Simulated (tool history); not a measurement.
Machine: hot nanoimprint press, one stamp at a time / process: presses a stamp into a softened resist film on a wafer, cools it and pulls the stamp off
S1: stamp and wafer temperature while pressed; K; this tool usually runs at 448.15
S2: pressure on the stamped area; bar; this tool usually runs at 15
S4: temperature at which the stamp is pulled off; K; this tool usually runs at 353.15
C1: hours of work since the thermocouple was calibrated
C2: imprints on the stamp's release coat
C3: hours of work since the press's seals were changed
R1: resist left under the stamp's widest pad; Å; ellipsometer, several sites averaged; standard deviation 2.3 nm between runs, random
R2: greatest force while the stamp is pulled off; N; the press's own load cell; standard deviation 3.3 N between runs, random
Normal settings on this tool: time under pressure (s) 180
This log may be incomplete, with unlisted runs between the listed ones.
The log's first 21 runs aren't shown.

Run 22, hour 230.9: usual settings but S1 446.15 K, S4 344.15 K; C1 27; C2 761; C3 258. Result: R1 4545 Å, R2 256 N.
At hour 243.6: plate thermocouple calibrated, once more.
Run 23, hour 247.4: usual settings but S1 452.15 K, S2 21.7 bar, S4 357.15 K; C1 3; C2 818; C3 268. Result: R1 2858 Å, R2 193 N.
Run 24, hour 261.6: usual settings but S1 452.15 K, S2 21.7 bar, S4 357.15 K; C1 14; C2 878; C3 279. Result: R1 2858 Å, R2 191 N.
Run 25, hour 272.9: usual settings but S1 452.15 K, S2 11.9 bar, S4 349.15 K; C1 22; C2 926; C3 288. Result: R1 3637 Å, R2 247 N.
Run 26, hour 284.6: usual settings but S1 452.15 K, S2 11.9 bar, S4 349.15 K; C1 31; C2 975; C3 297. Result: R1 3625 Å, R2 249 N.
Run 27, hour 293.6: usual settings but S1 460.15 K, S2 13.4 bar, time under pressure (s) 98, S4 343.15 K; C1 38; C2 1013; C3 303. Result: R1 3086 Å, R2 284 N.
Run 28, hour 303.8: usual settings but time under pressure (s) 289, S4 361.15 K; C1 45; C2 1056; C3 311. Result: R1 3333 Å, R2 180 N.
Run 29, hour 312.9: usual settings but time under pressure (s) 289, S4 361.15 K; C1 52; C2 1095; C3 318. Result: R1 3342 Å, R2 190 N.
Run 30, hour 321.4: usual settings but time under pressure (s) 289, S4 361.15 K; C1 59; C2 1131; C3 324. Result: R1 3357 Å, R2 182 N.
Run 31, hour 330.7: usual settings but S1 460.15 K, S2 22.1 bar; C1 66; C2 1170; C3 331. Result: R1 1933 Å, R2 238 N.

Below are 3 alternative next runs, each starting from the tool's condition after run 31. Predict each:
Run A, hour 340.1: usual settings but S2 22.3 bar; C1 73; C2 1210; C3 338. Result: R1 ?, R2 ?.
Run B, hour 340.1: usual settings but S1 460.15 K, S2 23.2 bar, time under pressure (s) 286, S4 342.15 K; C1 73; C2 1210; C3 338. Result: R1 ?, R2 ?.
Run C, hour 340.1: usual settings but S1 443.15 K, S2 18.3 bar, time under pressure (s) 235; C1 73; C2 1210; C3 338. Result: R1 ?, R2 ?.

run    R1   R2
  A  3457  234
  B  1516  305
  C  4265  234
Had the tool no hidden state, the same runs would have come out as:
run    R1   R2
  A  3334  152
  B  1453  199
  C  4143  152
